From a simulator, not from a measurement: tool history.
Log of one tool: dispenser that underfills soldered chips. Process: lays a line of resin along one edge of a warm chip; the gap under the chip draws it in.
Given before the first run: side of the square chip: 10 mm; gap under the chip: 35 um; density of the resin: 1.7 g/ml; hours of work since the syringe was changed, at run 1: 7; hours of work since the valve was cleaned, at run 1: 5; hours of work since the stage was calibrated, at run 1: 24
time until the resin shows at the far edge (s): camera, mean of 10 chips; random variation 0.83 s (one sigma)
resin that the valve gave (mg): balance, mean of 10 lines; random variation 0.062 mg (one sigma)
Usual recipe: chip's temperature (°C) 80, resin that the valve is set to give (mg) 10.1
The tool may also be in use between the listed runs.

run    day  chip's temperature (°C)  resin that the valve is set to give (mg)  hours of work since the syringe was changed  hours of work since the valve was cleaned  hours of work since the stage was calibrated  time until the resin shows at the far edge (s)  resin that the valve gave (mg)
  1      0                       80                                      10.1                                            7                                          5                                            24                                           135.4                           10.11
     0.242  -- new syringe of resin
  2  0.292                       80                                      10.1                                            1                                          9                                            28                                            82.4                           10.07
  3  0.488                       80                                      10.1                                            4                                         12                                            31                                           101.9                            9.94
  4  0.796                       80                                      10.1                                            9                                         17                                            36                                           146.1                            9.95
      0.95  -- new syringe of resin
  5  1.042                       80                                      10.1                                            1                                         21                                            40                                            86.8                            9.87
  6  1.421                       80                                      10.1                                            7                                         27                                            46                                             135                            9.98
     1.658  -- new syringe of resin
  7  1.821                       80                                        11                                            3                                         33                                            52                                            94.2                           10.82
  8  2.104                       80                                      10.6                                            7                                         37                                            56                                           129.5                           10.35
     2.362  -- new syringe of resin
  9  2.458                       71                                      10.9                                            1                                         43                                            62                                           137.7                            10.5
 10  2.642                       66                                       9.8                                            4                                         45                                            64                                           230.6                            9.52

A few steps of time until the resin shows at the far edge (s) between consecutive runs. Split each: what settings, incoming material and random variation would produce without the hidden state, and what is left over for the hidden state, along with gauge scatter present in only one of the two compared results (measured, and without hidden state):
Hidden state at play: resin's viscosity, % of fresh resin's; dose that the valve gives, % of what is set; true chip temperature over the reading, C; drift of the gauge itself on fill_s, %; drift of the gauge itself on given_mg, %.
Run 4 -> 5: new syringe of resin. time until the resin shows at the far edge (s) -59.3: hidden state -59.5, all else +0.2.
Run 9 -> 10: chip's temperature (°C) 71 -> 66, resin that the valve is set to give (mg) 10.9 -> 9.8. time until the resin shows at the far edge (s) +92.9: hidden state +50.1, all else +42.8.
